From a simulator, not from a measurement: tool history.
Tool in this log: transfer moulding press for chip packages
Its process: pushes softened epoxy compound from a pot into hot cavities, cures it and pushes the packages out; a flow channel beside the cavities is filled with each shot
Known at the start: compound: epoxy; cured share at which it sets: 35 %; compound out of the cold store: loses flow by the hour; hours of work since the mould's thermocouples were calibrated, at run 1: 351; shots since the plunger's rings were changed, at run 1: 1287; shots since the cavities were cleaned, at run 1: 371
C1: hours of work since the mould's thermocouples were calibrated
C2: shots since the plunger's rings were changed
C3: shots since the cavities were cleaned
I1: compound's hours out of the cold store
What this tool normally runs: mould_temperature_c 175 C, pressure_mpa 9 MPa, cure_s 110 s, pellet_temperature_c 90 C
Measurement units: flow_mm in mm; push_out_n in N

Run 1, hour 0: usual settings; C1 351; C2 1287; C3 371; I1 46.1. Result: flow_mm 840 mm, push_out_n 737 N.
Run 2, hour 14.9: usual settings; C1 363; C2 1490; C3 574; I1 30.1. Result: flow_mm 920 mm, push_out_n 789 N.
At hour 22: cavities cleaned with cleaning compound and waxed.
Run 3, hour 31.9: usual settings but mould_temperature_c 177 C; C1 375; C2 1702; C3 135; I1 30.3. Result: flow_mm 897 mm, push_out_n 560 N.
Run 4, hour 46.3: usual settings but mould_temperature_c 177 C; C1 386; C2 1899; C3 332; I1 35. Result: flow_mm 880 mm, push_out_n 683 N.
Run 5, hour 60.1: usual settings but mould_temperature_c 177 C; C1 397; C2 2087; C3 520; I1 47. Result: flow_mm 817 mm, push_out_n 740 N.
At hour 68.2: cavities cleaned with cleaning compound and waxed.
Run 6, hour 84.2: usual settings; C1 414; C2 2396; C3 218; I1 29.7. Result: flow_mm 894 mm, push_out_n 631 N.
Run 7, hour 109.6: usual settings; C1 434; C2 2744; C3 566; I1 35.6. Result: flow_mm 865 mm, push_out_n 755 N.
At hour 115.6: cavities cleaned with cleaning compound and waxed.
Run 8, hour 143.1: usual settings; C1 458; C2 3181; C3 376; I1 43.2. Result: flow_mm 813 mm, push_out_n 708 N.
At hour 163: cavities cleaned with cleaning compound and waxed.
Run 9, hour 177.2: usual settings; C1 483; C2 3626; C3 194; I1 47.9. Result: flow_mm 805 mm, push_out_n 624 N.
Run 10, hour 193.2: usual settings; C1 496; C2 3844; C3 412; I1 40.7. Result: flow_mm 831 mm, push_out_n 750 N.
At hour 211.7: cavities cleaned with cleaning compound and waxed.
Run 11, hour 222.2: usual settings; C1 517; C2 4220; C3 143; I1 15.2. Result: flow_mm 931 mm, push_out_n 577 N.
Run 12, hour 238.9: usual settings; C1 530; C2 4448; C3 371; I1 47.4. Result: flow_mm 797 mm, push_out_n 704 N.
At hour 259.7: cavities cleaned with cleaning compound and waxed.
Run 13, hour 270: usual settings; C1 553; C2 4853; C3 141; I1 9.5. Result: flow_mm 959 mm, push_out_n 578 N.

What does the tool deliver on the next run?
Run 14, hour 293: usual settings; C1 571; C2 5167; C3 455; I1 14.3. Result: flow_mm ?, push_out_n ?.

flow_mm: 942 mm
push_out_n: 750 N
On a tool with no hidden condition, and with the same random variation, this run would have come out at flow_mm 1024 mm, push_out_n 423 N.
